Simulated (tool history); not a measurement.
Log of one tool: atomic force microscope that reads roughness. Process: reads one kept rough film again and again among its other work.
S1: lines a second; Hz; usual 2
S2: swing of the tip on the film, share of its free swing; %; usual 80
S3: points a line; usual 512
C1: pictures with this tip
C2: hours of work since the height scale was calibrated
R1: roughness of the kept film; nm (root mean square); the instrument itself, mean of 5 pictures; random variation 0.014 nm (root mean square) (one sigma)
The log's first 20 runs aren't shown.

run    hour    S1  S2   S3   C1   C2     R1
       1107  -- height scale calibrated on a step standard
     1112.2  -- new tip fitted
 21  1138.7  0.54  90  309   45   24  3.564
 22  1211.5  0.54  90  309  167   81  3.585
     1227.4  -- new tip fitted
 23  1252.4  0.64  80  350   42  112  3.632
 24    1294  2.11  84  580  112  144  3.095
     1339.6  -- new tip fitted
 25  1355.4  2.11  84  580   26  192    3.1
 26  1409.4  0.78  80  491  117  234  3.586
     1450.4  -- new tip fitted
 27    1470  1.02  88  318   33  280  3.366
 28  1526.2     2  80  586  128  324  3.232
     1562.2  -- new tip fitted
 29  1562.2  0.68  74  708    0  351    3.7
 30  1640.5  2.09  56  460  132  412  3.699

Forecast each of these 5 alternatives for the next run:
     1674.7  -- new tip fitted
  A  1689.5  0.59  84  547  25  450   ?
     1674.7  -- new tip fitted
  B  1689.5  0.97  81  433  25  450   ?
     1674.7  -- new tip fitted
  C  1689.5  2.04  87  460  25  450   ?
     1674.7  -- new tip fitted
  D  1689.5  2.09  56  443  25  450   ?
     1674.7  -- new tip fitted
  E  1689.5  1.97  70  898  25  450   ?

run     R1
  A  3.633
  B  3.533
  C  3.009
  D  3.711
  E   3.49
Without the tool's hidden state the same runs would have given:
run     R1
  A  3.635
  B  3.535
  C  3.011
  D  3.713
  E  3.492
